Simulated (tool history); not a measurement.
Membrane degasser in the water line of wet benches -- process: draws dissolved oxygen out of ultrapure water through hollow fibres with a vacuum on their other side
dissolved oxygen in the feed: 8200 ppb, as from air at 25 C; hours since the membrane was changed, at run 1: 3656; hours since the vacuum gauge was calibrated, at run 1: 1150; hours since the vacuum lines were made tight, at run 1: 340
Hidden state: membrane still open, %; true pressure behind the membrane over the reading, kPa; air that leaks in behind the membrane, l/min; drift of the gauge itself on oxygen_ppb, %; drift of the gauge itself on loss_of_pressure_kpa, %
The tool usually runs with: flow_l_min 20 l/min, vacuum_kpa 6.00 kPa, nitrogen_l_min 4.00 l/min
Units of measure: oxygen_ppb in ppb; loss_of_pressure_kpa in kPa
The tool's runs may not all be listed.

run	hour	flow_l_min	vacuum_kpa	nitrogen_l_min	hours since the membrane was changed	hours since the vacuum gauge was calibrated	hours since the vacuum lines were made tight	oxygen_ppb	loss_of_pressure_kpa
1	0.0	20	6.00	4.00	3656	1150	340	35.6	30.11
2	116.4	20	6.00	4.00	3772	1266	456	35.6	30.34
3	186.0	20	6.00	4.00	3841	1336	526	36.5	30.38
4	257.9	20	6.00	4.00	3913	1408	598	35.4	30.59
5	354.2	20	6.00	3.51	4010	1504	694	40.5	30.46
6	470.9	20	6.00	3.51	4126	1621	811	40.4	30.38
7	524.8	20	6.00	3.51	4180	1675	865	40.1	30.60
8	586.6	21	6.00	3.51	4242	1737	926	42.5	31.93
9	686.4	20	6.00	4.00	4342	1836	1026	35.7	30.42
10	790.9	20	6.00	4.00	4446	1941	1131	36.5	30.32
11	908.6	20	6.00	4.00	4564	2059	1248	36.3	30.58
12	984.2	20	3.71	4.00	4640	2134	1324	7.8	30.43
13	1098.4	20	3.71	4.00	4754	2248	1438	7.6	30.47
14	1216.5	20	6.00	2.60	4872	2367	1556	52.1	30.22
15	1295.8	20	6.00	4.00	4951	2446	1636	36.1	30.28
16	1383.9	20	6.00	4.00	5039	2534	1724	35.6	30.55
17	1476.0	20	6.00	4.00	5131	2626	1816	35.6	30.52
18	1535.4	20	6.00	4.00	5191	2685	1875	35.8	30.59
19	1600.6	16	3.66	2.51	5256	2751	1940	8.2	24.17
20	1707.1	24	6.05	7.58	5363	2857	2047	25.1	36.44
21	1786.9	16	6.05	3.84	5442	2937	2127	29.4	24.14
22	1890.0	13	4.84	4.00	5546	3040	2230	13.8	19.72
23	1962.7	13	4.84	4.00	5618	3113	2303	13.8	19.31
24	2023.9	13	4.84	4.00	5679	3174	2364	13.9	19.99
25	2100.2	13	4.84	4.00	5756	3250	2440	14.2	19.89
26	2163.8	13	4.84	4.00	5819	3314	2504	13.5	19.81
27	2227.7	18	7.52	3.30	5883	3378	2567	59.5	27.33
28	2304.1	27	3.88	6.94	5960	3454	2644	11.8	41.13
29	2353.4	27	3.88	6.94	6009	3503	2693	10.7	41.06
30	2429.5	20	11.38	4.00	6085	3580	2769	101.9	30.27
31	2528.9	17	5.90	1.83	6184	3679	2869	60.1	25.83
32	2589.2	17	5.90	1.83	6245	3739	2929	60.6	25.68
33	2700.5	15	5.14	4.12	6356	3851	3040	18.1	22.91

3 ways to go on from here, each from the tool as it stands after run 33. What would each give?
A	2760.4	20	7.33	6.93	6416	3910	3100	?	?
B	2760.4	15	8.93	4.12	6416	3910	3100	?	?
C	2760.4	21	8.75	4.12	6416	3910	3100	?	?

run	oxygen_ppb	loss_of_pressure_kpa
A	30.7	30.39
B	52.2	23.07
C	71.2	31.77
Take away the tool's hidden state, keep each run's random variation, and the runs would have read:
run	oxygen_ppb	loss_of_pressure_kpa
A	30.6	30.38
B	52.1	23.06
C	71.1	31.75
